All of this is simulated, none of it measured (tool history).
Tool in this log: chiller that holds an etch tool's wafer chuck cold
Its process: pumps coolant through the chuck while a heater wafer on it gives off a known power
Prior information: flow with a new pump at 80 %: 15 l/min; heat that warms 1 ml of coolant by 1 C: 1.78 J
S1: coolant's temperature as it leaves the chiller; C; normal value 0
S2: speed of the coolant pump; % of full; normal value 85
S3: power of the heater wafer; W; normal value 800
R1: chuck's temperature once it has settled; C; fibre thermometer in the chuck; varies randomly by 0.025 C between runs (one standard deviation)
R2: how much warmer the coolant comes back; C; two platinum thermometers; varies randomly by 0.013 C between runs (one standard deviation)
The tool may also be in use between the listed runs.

run 1 hour=0 | S1=0 S2=85 S3=800 | R1=4.91 R2=1.7
run 2 hour=165.8 | S1=0 S2=85 S3=800 | R1=4.94 R2=1.71
run 3 hour=301.9 | S1=0 S2=85 S3=800 | R1=4.9 R2=1.71
-- hour=350.3 coolant changed, channels flushed
run 4 hour=466.7 | S1=0 S2=85 S3=800 | R1=4.3 R2=1.71
run 5 hour=539.5 | S1=0 S2=85 S3=800 | R1=4.32 R2=1.71
run 6 hour=611.7 | S1=0 S2=85 S3=800 | R1=4.34 R2=1.73
run 7 hour=762.1 | S1=0 S2=85 S3=800 | R1=4.37 R2=1.71
run 8 hour=837.1 | S1=0 S2=85 S3=800 | R1=4.3 R2=1.73
run 9 hour=957.7 | S1=-6 S2=85 S3=800 | R1=-1.68 R2=1.73
run 10 hour=1083.6 | S1=-10 S2=85 S3=694 | R1=-6.39 R2=1.52
run 11 hour=1251.9 | S1=-10 S2=86 S3=694 | R1=-6.44 R2=1.52
run 12 hour=1368.4 | S1=0 S2=93 S3=800 | R1=3.98 R2=1.58
run 13 hour=1494.6 | S1=-2 S2=79 S3=598 | R1=1.16 R2=1.42
-- hour=1583.1 chiller's thermometer calibrated
run 14 hour=1609 | S1=-2 S2=79 S3=598 | R1=2.19 R2=1.42
run 15 hour=1731.8 | S1=6 S2=79 S3=885 | R1=12.23 R2=2.1
run 16 hour=1888.2 | S1=8 S2=79 S3=598 | R1=12.19 R2=1.44
run 17 hour=2041.1 | S1=-10 S2=82 S3=424 | R1=-7.17 R2=1

Below are 4 alternative next runs, each starting from the tool's condition after run 17. Predict each:
run A hour=2116 | S1=-10 S2=66 S3=508 | R1=? R2=?
run B hour=2116 | S1=-10 S2=79 S3=1113 | R1=? R2=?
run C hour=2116 | S1=0 S2=97 S3=800 | R1=? R2=?
run D hour=2116 | S1=4 S2=74 S3=456 | R1=? R2=?

run=A R1=-6 R2=1.47
run=B R1=-2.1 R2=2.68
run=C R1=4.8 R2=1.53
run=D R1=7.31 R2=1.16
The same runs, with their run-to-run variation unchanged, on a tool lacking any hidden condition would have given:
run=A R1=-6.11 R2=1.4
run=B R1=-2.49 R2=2.55
run=C R1=4.62 R2=1.46
run=D R1=7.24 R2=1.11
